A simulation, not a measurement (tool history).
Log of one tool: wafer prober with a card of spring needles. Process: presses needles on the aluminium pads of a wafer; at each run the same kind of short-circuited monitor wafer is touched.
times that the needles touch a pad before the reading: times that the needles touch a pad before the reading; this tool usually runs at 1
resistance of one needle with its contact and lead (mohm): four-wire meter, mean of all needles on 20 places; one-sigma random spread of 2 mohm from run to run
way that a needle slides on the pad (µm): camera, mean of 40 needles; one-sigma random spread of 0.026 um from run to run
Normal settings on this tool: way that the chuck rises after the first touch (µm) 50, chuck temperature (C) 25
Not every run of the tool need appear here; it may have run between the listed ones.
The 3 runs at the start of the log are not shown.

run,day,way that the chuck rises after the first touch (µm),chuck temperature (C),times that the needles touch a pad before the reading,resistance of one needle with its contact and lead (mohm),way that a needle slides on the pad (µm)
# day 0.854: tips cleaned on abrasive film
4,1.283,50,46,1,408,11.44
# day 1.371: tips cleaned on abrasive film
5,1.833,50,25,1,422,11.41
# day 1.883: tips cleaned on abrasive film
6,2.317,31,25,1,685,7.03
# day 2.408: tips cleaned on abrasive film
7,2.712,31,25,1,638,7.02
# day 2.888: tips cleaned on abrasive film, once more
8,3.229,50,25,2,330,11.33
# day 3.404: tips cleaned on abrasive film
9,3.471,50,25,2,268,11.3
10,3.754,43,25,2,375,9.73
# day 3.912: tips cleaned on abrasive film
11,4.138,50,25,2,324,11.37
12,4.388,50,100,1,426,11.34
# day 4.442: tips cleaned on abrasive film
13,4.692,50,100,1,393,11.33
# day 4.933: tips cleaned on abrasive film
14,5.192,50,100,1,395,11.26
# day 5.417: tips cleaned on abrasive film
15,5.617,50,100,1,384,11.26
16,5.888,50,100,1,417,11.27
# day 5.942: tips cleaned on abrasive film
# day 6.079: height of the first contact set anew
# day 6.471: tips cleaned on abrasive film
17,6.471,30,103,3,275,6.85
# day 6.958: tips cleaned on abrasive film
18,6.958,30,103,3,277,6.84

Run 19 has not been measured yet. What should we expect?
19,7.375,51,103,3,?,?

Run 19 produced resistance of one needle with its contact and lead (mohm) 302, way that a needle slides on the pad (µm) 11.61.
Without the tool's hidden state the same run would have given resistance of one needle with its contact and lead (mohm) 241, way that a needle slides on the pad (µm) 11.64.
